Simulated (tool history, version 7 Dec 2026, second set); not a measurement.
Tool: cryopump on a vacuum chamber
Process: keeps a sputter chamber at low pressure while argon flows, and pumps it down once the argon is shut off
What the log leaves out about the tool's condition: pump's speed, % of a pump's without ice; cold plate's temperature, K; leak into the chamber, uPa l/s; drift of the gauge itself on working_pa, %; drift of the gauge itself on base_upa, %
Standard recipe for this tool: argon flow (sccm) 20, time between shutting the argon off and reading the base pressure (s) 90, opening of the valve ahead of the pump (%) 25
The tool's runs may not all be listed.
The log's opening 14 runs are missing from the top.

run	hour	argon flow (sccm)	time between shutting the argon off and reading the base pressure (s)	opening of the valve ahead of the pump (%)	hours of work since the pump was warmed up and emptied	hours of work since the cold head was overhauled	hours of work since the chamber's fittings were tightened	pressure while argon flows (Pa)	pressure after the wait (uPa)
15	255.0	20	248	25	334	868	127	0.0581	0.41
16	267.3	20	90	25	344	878	138	0.0582	0.89
17	296.1	20	90	25	369	903	162	0.0585	0.84
18	309.0	20	90	25	380	914	173	0.0593	0.86
19	323.6	20	90	25	392	926	186	0.0588	0.88
20	352.0	29	54	33	416	950	210	0.0660	1.25
21	368.4	17	54	21	430	964	224	0.0596	1.34
22	386.4	17	54	21	446	980	239	0.0602	1.31
23	411.8	17	64	24	467	1001	261	0.0528	1.14
24	435.3	17	64	24	487	1021	281	0.0528	1.16

Estimate the outcome of run 25 from the log above:
# hour 460.2: pump warmed up, emptied and cooled again
25	463.0	10	129	33	2	1041	300	?	?

pressure while argon flows (Pa): 0.0215
pressure after the wait (uPa): 0.68
Take away the tool's hidden state, keep the run-to-run variation as it was, and the same run would have given pressure while argon flows (Pa) 0.0214, pressure after the wait (uPa) 0.58.
